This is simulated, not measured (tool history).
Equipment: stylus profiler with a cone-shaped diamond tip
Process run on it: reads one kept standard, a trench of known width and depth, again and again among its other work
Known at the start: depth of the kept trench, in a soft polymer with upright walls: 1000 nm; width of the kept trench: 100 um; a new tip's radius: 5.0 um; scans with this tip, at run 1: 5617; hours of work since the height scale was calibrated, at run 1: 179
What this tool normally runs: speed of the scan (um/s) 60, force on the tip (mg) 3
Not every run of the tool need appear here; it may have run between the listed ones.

| run | hour | speed of the scan (um/s) | force on the tip (mg) | scans with this tip | hours of work since the height scale was calibrated | depth of the trench (Å) | width of the trench's floor (nm) |
|---|---|---|---|---|---|---|---|
| 1 | 0 | 60 | 3 | 5617 | 179 | 10197.7 | 93210 |
| 2 | 33.9 | 60 | 3 | 5724 | 204 | 10200.4 | 93150 |
| 3 | 80.5 | 60 | 3 | 5870 | 238 | 10197.4 | 93180 |
| 4 | 117 | 60 | 3 | 5985 | 264 | 10200.6 | 93180 |
| 5 | 166.7 | 60 | 3 | 6141 | 300 | 10200.6 | 93180 |
| 6 | 219.4 | 60 | 3 | 6306 | 339 | 10201.1 | 93180 |
| 7 | 283.7 | 60 | 3 | 6508 | 385 | 10198.8 | 93140 |
| 8 | 319.2 | 32 | 3 | 6620 | 411 | 10201.9 | 93220 |
| 9 | 355.3 | 32 | 3 | 6733 | 437 | 10200.5 | 93200 |
| 10 | 383.3 | 32 | 3 | 6821 | 457 | 10202.2 | 93180 |
| 11 | 434.8 | 32 | 3 | 6983 | 495 | 10200.5 | 93180 |
| 12 | 500.3 | 32 | 3 | 7188 | 542 | 10201.6 | 93210 |
| 13 | 546.8 | 53 | 3 | 7334 | 576 | 10203.1 | 93090 |
| 14 | 605 | 53 | 3 | 7517 | 618 | 10203.4 | 93050 |
| 15 | 671.7 | 53 | 3 | 7726 | 666 | 10204.8 | 93060 |
| 16 | 727.2 | 16 | 3 | 7901 | 707 | 10205.2 | 93200 |
| 17 | 790.7 | 16 | 3 | 8100 | 753 | 10203.3 | 93180 |
| 18 | 819.9 | 16 | 3 | 8192 | 774 | 10205.8 | 93160 |
| 19 | 848.2 | 16 | 3 | 8281 | 794 | 10206.7 | 93150 |
| 20 | 890.5 | 16 | 3 | 8413 | 825 | 10207.5 | 93130 |
| 21 | 937.3 | 19 | 3.39 | 8560 | 859 | 10225.2 | 93100 |
| 22 | 1003.4 | 57 | 2.26 | 8768 | 907 | 10173.4 | 92920 |
| 23 | 1051.9 | 57 | 2.26 | 8920 | 942 | 10173.4 | 92910 |
| 24 | 1117.8 | 91 | 4.25 | 9127 | 990 | 10258.5 | 92800 |
| 25 | 1163.2 | 91 | 4.25 | 9270 | 1023 | 10260.3 | 92840 |
| 26 | 1201.9 | 51 | 4.25 | 9391 | 1051 | 10262.5 | 92980 |
| 27 | 1253.5 | 36 | 1.64 | 9553 | 1088 | 10144.9 | 92840 |
|  | 1267.2 | height scale calibrated on a step standard |
| 28 | 1313.3 | 54 | 3.82 | 9739 | 33 | 10229 | 92940 |
| 29 | 1345.4 | 54 | 3.82 | 9840 | 57 | 10232 | 92900 |
| 30 | 1397.6 | 54 | 3.82 | 10004 | 95 | 10230.4 | 92940 |
| 31 | 1460.2 | 27 | 2.22 | 10201 | 140 | 10161.2 | 92960 |
| 32 | 1523.6 | 80 | 1.36 | 10400 | 186 | 10118.5 | 92640 |
| 33 | 1565.6 | 34 | 1.01 | 10532 | 216 | 10096.6 | 92800 |
| 34 | 1630.7 | 102 | 7.31 | 10736 | 264 | 10356.8 | 92810 |
| 35 | 1676.1 | 18 | 8.29 | 10879 | 297 | 10389.3 | 92970 |
| 36 | 1730.7 | 18 | 8.29 | 11050 | 336 | 10391.9 | 92970 |
| 37 | 1766.1 | 23 | 3.66 | 11161 | 362 | 10226.4 | 92910 |

Alternative continuations, all from the tool just after run 37; predict every row:
| A | 1826.9 | 156 | 4.7 | 11352 | 406 | ? | ? |
| B | 1826.9 | 77 | 6.55 | 11352 | 406 | ? | ? |
| C | 1826.9 | 60 | 2.11 | 11352 | 406 | ? | ? |
| D | 1826.9 | 23 | 4.85 | 11352 | 406 | ? | ? |

| run | depth of the trench (Å) | width of the trench's floor (nm) |
|---|---|---|
| A | 10270.2 | 92520 |
| B | 10334.8 | 92760 |
| C | 10157.9 | 92730 |
| D | 10275.7 | 92860 |
The same runs, with their run-to-run variation unchanged, on a tool lacking any hidden condition would have given:
| run | depth of the trench (Å) | width of the trench's floor (nm) |
|---|---|---|
| A | 10264 | 93560 |
| B | 10328.6 | 93790 |
| C | 10151.8 | 93760 |
| D | 10269.5 | 93890 |
